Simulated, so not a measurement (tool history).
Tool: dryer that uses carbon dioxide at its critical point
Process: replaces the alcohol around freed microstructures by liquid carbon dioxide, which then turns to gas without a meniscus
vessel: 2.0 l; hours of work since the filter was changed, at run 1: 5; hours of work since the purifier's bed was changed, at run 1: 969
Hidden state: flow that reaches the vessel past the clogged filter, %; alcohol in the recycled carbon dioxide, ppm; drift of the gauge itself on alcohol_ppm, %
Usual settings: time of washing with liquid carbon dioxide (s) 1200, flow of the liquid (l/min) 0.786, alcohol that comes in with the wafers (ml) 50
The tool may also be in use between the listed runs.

| run | day | time of washing with liquid carbon dioxide (s) | flow of the liquid (l/min) | alcohol that comes in with the wafers (ml) | hours of work since the filter was changed | hours of work since the purifier's bed was changed | alcohol left in the vessel before it's heated (ppm by volume) |
|---|---|---|---|---|---|---|---|
| 1 | 0.000 | 1200 | 0.786 | 50 | 5 | 969 | 212 |
| 2 | 0.679 | 1200 | 0.786 | 50 | 17 | 981 | 223 |
| 3 | 1.538 | 1200 | 0.786 | 50 | 31 | 996 | 225 |
| 4 | 2.558 | 1200 | 0.786 | 50 | 49 | 1013 | 226 |
| 5 | 4.029 | 1200 | 0.786 | 87 | 74 | 1039 | 254 |
| 6 | 5.429 | 1200 | 0.786 | 87 | 99 | 1063 | 254 |
| 7 | 6.792 | 1200 | 0.786 | 35 | 122 | 1086 | 236 |
| 8 | 8.000 | 1200 | 0.786 | 35 | 143 | 1107 | 245 |
| 9 | 9.529 | 1200 | 0.699 | 50 | 169 | 1133 | 283 |
| 10 | 10.996 | 1200 | 0.699 | 50 | 195 | 1159 | 292 |
| 11 | 12.338 | 1200 | 0.699 | 50 | 218 | 1182 | 289 |
| 12 | 13.512 | 1200 | 0.699 | 50 | 238 | 1202 | 306 |
| 13 | 14.658 | 1200 | 0.786 | 55 | 258 | 1222 | 274 |
| 14 | 15.496 | 1200 | 0.786 | 55 | 272 | 1236 | 282 |
| 15 | 16.358 | 1860 | 0.786 | 50 | 287 | 1251 | 254 |
| 16 | 17.196 | 1200 | 0.786 | 50 | 302 | 1266 | 294 |
| 17 | 17.829 | 1200 | 0.786 | 50 | 312 | 1277 | 297 |
| 18 | 18.488 | 1260 | 0.786 | 50 | 324 | 1288 | 290 |
| 19 | 19.575 | 1260 | 0.786 | 50 | 343 | 1307 | 285 |
| 20 | 20.700 | 1200 | 0.655 | 50 | 362 | 1326 | 370 |
| 21 | 21.525 | 1200 | 0.655 | 50 | 376 | 1340 | 362 |
|  | 21.762 | inlet filter changed |
| 22 | 22.979 | 1200 | 0.655 | 50 | 21 | 1365 | 320 |
|  | 23.296 | purifier's bed changed |
| 23 | 24.500 | 1200 | 1.304 | 50 | 45 | 21 | 9 |
| 24 | 25.846 | 1200 | 0.786 | 50 | 68 | 44 | 26 |
| 25 | 26.662 | 900 | 1.060 | 50 | 82 | 58 | 31 |
| 26 | 28.183 | 900 | 0.499 | 53 | 109 | 84 | 796 |
| 27 | 29.671 | 900 | 0.499 | 53 | 134 | 110 | 789 |
| 28 | 30.992 | 1200 | 0.786 | 51 | 157 | 133 | 51 |
| 29 | 32.112 | 1200 | 0.786 | 51 | 176 | 152 | 52 |
| 30 | 33.450 | 840 | 0.510 | 41 | 199 | 175 | 811 |
| 31 | 34.642 | 900 | 0.636 | 27 | 220 | 196 | 225 |
| 32 | 35.742 | 1560 | 1.307 | 24 | 239 | 215 | 53 |
| 33 | 37.242 | 1500 | 0.786 | 61 | 265 | 241 | 53 |
| 34 | 37.904 | 1620 | 0.764 | 61 | 276 | 252 | 56 |
| 35 | 38.629 | 1620 | 0.764 | 61 | 289 | 264 | 61 |
| 36 | 39.983 | 1200 | 0.786 | 56 | 312 | 288 | 101 |
| 37 | 40.779 | 1500 | 0.965 | 50 | 326 | 302 | 67 |
| 38 | 41.896 | 1680 | 0.965 | 58 | 345 | 321 | 61 |
| 39 | 42.950 | 1680 | 0.965 | 58 | 363 | 339 | 73 |
| 40 | 43.779 | 1620 | 0.786 | 50 | 378 | 353 | 80 |
|  | 43.933 | inlet filter changed |
| 41 | 45.262 | 1200 | 0.786 | 85 | 23 | 378 | 102 |
| 42 | 46.667 | 1200 | 0.786 | 85 | 47 | 402 | 109 |
| 43 | 48.042 | 1020 | 1.164 | 50 | 71 | 426 | 82 |
| 44 | 48.746 | 720 | 0.883 | 24 | 83 | 438 | 175 |
| 45 | 49.579 | 1560 | 1.102 | 77 | 97 | 453 | 93 |
| 46 | 50.575 | 900 | 0.844 | 29 | 115 | 470 | 130 |
| 47 | 51.525 | 900 | 0.844 | 29 | 131 | 486 | 140 |

Forecast each of these 4 alternatives for the next run:
| A | 52.333 | 1320 | 0.786 | 33 | 145 | 500 | ? |
| B | 52.333 | 1200 | 0.638 | 50 | 145 | 500 | ? |
| C | 52.333 | 1800 | 0.786 | 28 | 145 | 500 | ? |
| D | 52.333 | 1200 | 0.771 | 43 | 145 | 500 | ? |

| run | alcohol left in the vessel before it's heated (ppm by volume) |
|---|---|
| A | 113 |
| B | 161 |
| C | 115 |
| D | 129 |
Without the tool's hidden state the same runs would have given:
| run | alcohol left in the vessel before it's heated (ppm by volume) |
|---|---|
| A | 12 |
| B | 48 |
| C | 14 |
| D | 26 |
